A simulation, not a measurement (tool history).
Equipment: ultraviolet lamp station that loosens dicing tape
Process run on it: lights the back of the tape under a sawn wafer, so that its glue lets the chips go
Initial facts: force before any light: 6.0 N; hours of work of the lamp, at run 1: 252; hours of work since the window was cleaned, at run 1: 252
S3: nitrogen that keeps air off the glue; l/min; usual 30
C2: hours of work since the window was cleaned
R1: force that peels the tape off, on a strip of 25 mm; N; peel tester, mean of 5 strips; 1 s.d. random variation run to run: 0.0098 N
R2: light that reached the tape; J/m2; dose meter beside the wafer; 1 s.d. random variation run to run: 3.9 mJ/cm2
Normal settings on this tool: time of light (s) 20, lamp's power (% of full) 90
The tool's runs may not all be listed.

Run 1, day 0: usual settings; hours of work of the lamp 252; C2 252. Result: R1 0.407 N, R2 6700 J/m2.
Run 2, day 1.654: usual settings but S3 11 l/min; hours of work of the lamp 283; C2 283. Result: R1 0.841 N, R2 6700 J/m2.
Run 3, day 4.462: usual settings; hours of work of the lamp 337; C2 337. Result: R1 0.415 N, R2 6730 J/m2.
Run 4, day 6.75: usual settings; hours of work of the lamp 380; C2 380. Result: R1 0.416 N, R2 6710 J/m2.
Run 5, day 9.612: usual settings but lamp's power (% of full) 72; hours of work of the lamp 434; C2 434. Result: R1 0.63 N, R2 5350 J/m2.
Run 6, day 11.154: usual settings; hours of work of the lamp 464; C2 464. Result: R1 0.429 N, R2 6670 J/m2.
Run 7, day 12.696: usual settings; hours of work of the lamp 493; C2 493. Result: R1 0.416 N, R2 6650 J/m2.
Run 8, day 14.183: usual settings; hours of work of the lamp 521; C2 521. Result: R1 0.412 N, R2 6700 J/m2.
At day 15.767: window cleaned of glue's vapour.
Run 9, day 15.771: usual settings; hours of work of the lamp 551; C2 0. Result: R1 0.419 N, R2 6620 J/m2.
Run 10, day 18.558: usual settings; hours of work of the lamp 604; C2 53. Result: R1 0.411 N, R2 6670 J/m2.
Run 11, day 21.238: usual settings; hours of work of the lamp 655; C2 104. Result: R1 0.425 N, R2 6680 J/m2.
Run 12, day 22.638: usual settings but lamp's power (% of full) 67; hours of work of the lamp 682; C2 131. Result: R1 0.709 N, R2 5000 J/m2.
Run 13, day 24.483: usual settings but lamp's power (% of full) 67; hours of work of the lamp 717; C2 166. Result: R1 0.748 N, R2 4980 J/m2.
Run 14, day 27.238: usual settings but lamp's power (% of full) 67; hours of work of the lamp 769; C2 218. Result: R1 0.718 N, R2 4950 J/m2.
Run 15, day 28.688: usual settings but lamp's power (% of full) 67; hours of work of the lamp 797; C2 246. Result: R1 0.738 N, R2 5000 J/m2.
Run 16, day 30.867: usual settings but lamp's power (% of full) 67; hours of work of the lamp 838; C2 287. Result: R1 0.727 N, R2 4990 J/m2.
Run 17, day 33.792: usual settings but lamp's power (% of full) 67; hours of work of the lamp 894; C2 343. Result: R1 0.741 N, R2 4970 J/m2.
Run 18, day 35.779: usual settings but lamp's power (% of full) 74; hours of work of the lamp 931; C2 380. Result: R1 0.617 N, R2 5510 J/m2.
Run 19, day 38.488: usual settings but lamp's power (% of full) 74; hours of work of the lamp 983; C2 432. Result: R1 0.611 N, R2 5520 J/m2.
Run 20, day 39.842: usual settings but lamp's power (% of full) 74; hours of work of the lamp 1009; C2 457. Result: R1 0.603 N, R2 5530 J/m2.
Run 21, day 41.392: usual settings but time of light (s) 22, lamp's power (% of full) 96, S3 12 l/min; hours of work of the lamp 1038; C2 487. Result: R1 0.631 N, R2 7810 J/m2.
Run 22, day 43.371: usual settings but time of light (s) 22, lamp's power (% of full) 95, S3 54 l/min; hours of work of the lamp 1076; C2 525. Result: R1 0.229 N, R2 7720 J/m2.
At day 44.862: window cleaned of glue's vapour.
Run 23, day 45.238: usual settings but S3 10 l/min; hours of work of the lamp 1111; C2 7. Result: R1 0.934 N, R2 6640 J/m2.
Run 24, day 47.067: usual settings but S3 10 l/min; hours of work of the lamp 1145; C2 42. Result: R1 0.916 N, R2 6700 J/m2.
Run 25, day 49.238: usual settings but time of light (s) 14, S3 11 l/min; hours of work of the lamp 1187; C2 83. Result: R1 1.476 N, R2 4690 J/m2.
Run 26, day 51.254: usual settings but time of light (s) 14, lamp's power (% of full) 79, S3 20 l/min; hours of work of the lamp 1225; C2 121. Result: R1 1.26 N, R2 4100 J/m2.
Run 27, day 54.546: usual settings but time of light (s) 14, lamp's power (% of full) 79, S3 20 l/min; hours of work of the lamp 1288; C2 184. Result: R1 1.263 N, R2 4040 J/m2.
Run 28, day 56.971: usual settings but time of light (s) 14, lamp's power (% of full) 79, S3 20 l/min; hours of work of the lamp 1334; C2 230. Result: R1 1.292 N, R2 4080 J/m2.
Run 29, day 58.721: usual settings but time of light (s) 30, lamp's power (% of full) 65, S3 15 l/min; hours of work of the lamp 1367; C2 263. Result: R1 0.604 N, R2 7210 J/m2.
Run 30, day 60.754: usual settings but time of light (s) 30, lamp's power (% of full) 65, S3 15 l/min; hours of work of the lamp 1405; C2 302. Result: R1 0.639 N, R2 7290 J/m2.
Run 31, day 62.3: usual settings but time of light (s) 10, lamp's power (% of full) 73, S3 28 l/min; hours of work of the lamp 1435; C2 331. Result: R1 1.808 N, R2 2770 J/m2.
Run 32, day 64.992: usual settings but time of light (s) 30, S3 32 l/min; hours of work of the lamp 1486; C2 382. Result: R1 0.223 N, R2 10090 J/m2.
Run 33, day 66.796: usual settings but time of light (s) 31, lamp's power (% of full) 93, S3 43 l/min; hours of work of the lamp 1520; C2 417. Result: R1 0.183 N, R2 10580 J/m2.
Run 34, day 69.088: usual settings but time of light (s) 31, lamp's power (% of full) 64, S3 43 l/min; hours of work of the lamp 1564; C2 460. Result: R1 0.298 N, R2 7430 J/m2.
Run 35, day 71.896: usual settings but time of light (s) 31, lamp's power (% of full) 64, S3 43 l/min; hours of work of the lamp 1617; C2 514. Result: R1 0.286 N, R2 7400 J/m2.
At day 73.912: window cleaned of glue's vapour.
Run 36, day 74.896: usual settings but time of light (s) 31, lamp's power (% of full) 64, S3 43 l/min; hours of work of the lamp 1674; C2 19. Result: R1 0.278 N, R2 7460 J/m2.
At day 77.767: lamp changed.
Run 37, day 77.992: usual settings but time of light (s) 17, lamp's power (% of full) 82, S3 27 l/min; hours of work of the lamp 4; C2 77. Result: R1 0.709 N, R2 5170 J/m2.
Run 38, day 81.242: usual settings but time of light (s) 17, lamp's power (% of full) 82, S3 27 l/min; hours of work of the lamp 66; C2 138. Result: R1 0.714 N, R2 5190 J/m2.
Run 39, day 83.525: usual settings but time of light (s) 37, lamp's power (% of full) 86, S3 24 l/min; hours of work of the lamp 109; C2 182. Result: R1 0.203 N, R2 11770 J/m2.

Below are 3 alternative next runs, each starting from the tool's condition after run 39. Predict each:
Run A, day 86.471: usual settings but time of light (s) 37, lamp's power (% of full) 94, S3 24 l/min; hours of work of the lamp 165; C2 238. Result: R1 ?, R2 ?.
Run B, day 86.471: usual settings but time of light (s) 13, lamp's power (% of full) 87; hours of work of the lamp 165; C2 238. Result: R1 ?, R2 ?.
Run C, day 86.471: usual settings but time of light (s) 14, lamp's power (% of full) 69, S3 58 l/min; hours of work of the lamp 165; C2 238. Result: R1 ?, R2 ?.

run     R1     R2
  A  0.194  12900
  B  0.972   4160
  C  0.902   3610
The same runs, with their run-to-run variation unchanged, on a tool lacking any hidden condition would have given:
run     R1     R2
  A  0.194  12910
  B  0.971   4160
  C  0.901   3610
